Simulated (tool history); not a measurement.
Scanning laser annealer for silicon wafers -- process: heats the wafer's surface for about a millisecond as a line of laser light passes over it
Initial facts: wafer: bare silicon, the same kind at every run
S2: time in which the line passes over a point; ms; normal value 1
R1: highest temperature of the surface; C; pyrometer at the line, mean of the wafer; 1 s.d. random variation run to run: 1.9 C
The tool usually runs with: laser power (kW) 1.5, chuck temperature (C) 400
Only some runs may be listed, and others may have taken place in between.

run 1 hour=0 | laser_power_(kW)=1.5 S2=1 chuck_temperature_(C)=400 | R1=1116
run 2 hour=17.7 | laser_power_(kW)=1.5 S2=1 chuck_temperature_(C)=400 | R1=1115
run 3 hour=35.8 | laser_power_(kW)=1.5 S2=1 chuck_temperature_(C)=419 | R1=1131
run 4 hour=48.6 | laser_power_(kW)=1.5 S2=1 chuck_temperature_(C)=419 | R1=1134
run 5 hour=71.5 | laser_power_(kW)=1.5 S2=1 chuck_temperature_(C)=419 | R1=1128
run 6 hour=88.7 | laser_power_(kW)=1.5 S2=0.79 chuck_temperature_(C)=400 | R1=1029
run 7 hour=111 | laser_power_(kW)=1.5 S2=0.79 chuck_temperature_(C)=400 | R1=1027
run 8 hour=131.6 | laser_power_(kW)=1.581 S2=1 chuck_temperature_(C)=400 | R1=1146
run 9 hour=148.7 | laser_power_(kW)=1.5 S2=1 chuck_temperature_(C)=400 | R1=1109
run 10 hour=168.2 | laser_power_(kW)=1.5 S2=1 chuck_temperature_(C)=400 | R1=1108
run 11 hour=178.6 | laser_power_(kW)=1.5 S2=1 chuck_temperature_(C)=400 | R1=1109
run 12 hour=194.2 | laser_power_(kW)=1.5 S2=0.83 chuck_temperature_(C)=400 | R1=1041
run 13 hour=215.1 | laser_power_(kW)=1.5 S2=0.83 chuck_temperature_(C)=400 | R1=1038
run 14 hour=228.1 | laser_power_(kW)=1.5 S2=0.83 chuck_temperature_(C)=400 | R1=1039
run 15 hour=251 | laser_power_(kW)=1.5 S2=1 chuck_temperature_(C)=400 | R1=1104
run 16 hour=274.9 | laser_power_(kW)=1.5 S2=1 chuck_temperature_(C)=400 | R1=1103
run 17 hour=288.2 | laser_power_(kW)=1.5 S2=1 chuck_temperature_(C)=400 | R1=1104
run 18 hour=302.6 | laser_power_(kW)=1.5 S2=1 chuck_temperature_(C)=400 | R1=1101
-- hour=313.3 window over the wafer cleaned
run 19 hour=322.1 | laser_power_(kW)=1.5 S2=1 chuck_temperature_(C)=400 | R1=1122
run 20 hour=341.9 | laser_power_(kW)=1.5 S2=1 chuck_temperature_(C)=400 | R1=1123
run 21 hour=361.4 | laser_power_(kW)=1.5 S2=1 chuck_temperature_(C)=401 | R1=1120
run 22 hour=374.1 | laser_power_(kW)=1.391 S2=1.13 chuck_temperature_(C)=400 | R1=1119
run 23 hour=396.9 | laser_power_(kW)=1.288 S2=0.84 chuck_temperature_(C)=405 | R1=978
run 24 hour=408.5 | laser_power_(kW)=1.594 S2=1.15 chuck_temperature_(C)=411 | R1=1227
-- hour=413.2 laser's power meter calibrated
run 25 hour=422.8 | laser_power_(kW)=1.5 S2=1.24 chuck_temperature_(C)=405 | R1=1209
run 26 hour=442.1 | laser_power_(kW)=1.384 S2=0.76 chuck_temperature_(C)=405 | R1=982
run 27 hour=457.8 | laser_power_(kW)=1.384 S2=0.76 chuck_temperature_(C)=405 | R1=980
-- hour=476 laser's power meter calibrated, once more
run 28 hour=479.4 | laser_power_(kW)=1.467 S2=1.21 chuck_temperature_(C)=405 | R1=1182
run 29 hour=490.7 | laser_power_(kW)=1.384 S2=0.88 chuck_temperature_(C)=390 | R1=1010
run 30 hour=511.5 | laser_power_(kW)=1.384 S2=0.88 chuck_temperature_(C)=390 | R1=1011
run 31 hour=529.8 | laser_power_(kW)=1.391 S2=1 chuck_temperature_(C)=363 | R1=1027
run 32 hour=550.4 | laser_power_(kW)=1.395 S2=1 chuck_temperature_(C)=372 | R1=1040
run 33 hour=561.7 | laser_power_(kW)=1.513 S2=0.85 chuck_temperature_(C)=400 | R1=1058
run 34 hour=572.7 | laser_power_(kW)=1.513 S2=1.13 chuck_temperature_(C)=407 | R1=1170
run 35 hour=590.1 | laser_power_(kW)=1.444 S2=1.12 chuck_temperature_(C)=370 | R1=1098
run 36 hour=608.5 | laser_power_(kW)=1.321 S2=1 chuck_temperature_(C)=400 | R1=1032
run 37 hour=623.9 | laser_power_(kW)=1.5 S2=1.14 chuck_temperature_(C)=432 | R1=1192
run 38 hour=648.1 | laser_power_(kW)=1.5 S2=1.14 chuck_temperature_(C)=432 | R1=1189
run 39 hour=669.4 | laser_power_(kW)=1.5 S2=1.14 chuck_temperature_(C)=432 | R1=1188

What would each run have given without the hidden state, its run-to-run variation left as it was?
What the log doesn't record here: light that passes the window, % of a clean one's; laser's true power over the reading, %; width of the line over the set one, %; drift of the gauge itself on peak_c, C.
run=1 R1=1130
run=2 R1=1130
run=3 R1=1147
run=4 R1=1151
run=5 R1=1146
run=6 R1=1045
run=7 R1=1044
run=8 R1=1168
run=9 R1=1130
run=10 R1=1131
run=11 R1=1132
run=12 R1=1063
run=13 R1=1061
run=14 R1=1062
run=15 R1=1131
run=16 R1=1131
run=17 R1=1132
run=18 R1=1130
run=19 R1=1131
run=20 R1=1132
run=21 R1=1130
run=22 R1=1130
run=23 R1=988
run=24 R1=1241
run=25 R1=1223
run=26 R1=993
run=27 R1=991
run=28 R1=1199
run=29 R1=1024
run=30 R1=1026
run=31 R1=1044
run=32 R1=1058
run=33 R1=1076
run=34 R1=1192
run=35 R1=1119
run=36 R1=1052
run=37 R1=1217
run=38 R1=1214
run=39 R1=1215

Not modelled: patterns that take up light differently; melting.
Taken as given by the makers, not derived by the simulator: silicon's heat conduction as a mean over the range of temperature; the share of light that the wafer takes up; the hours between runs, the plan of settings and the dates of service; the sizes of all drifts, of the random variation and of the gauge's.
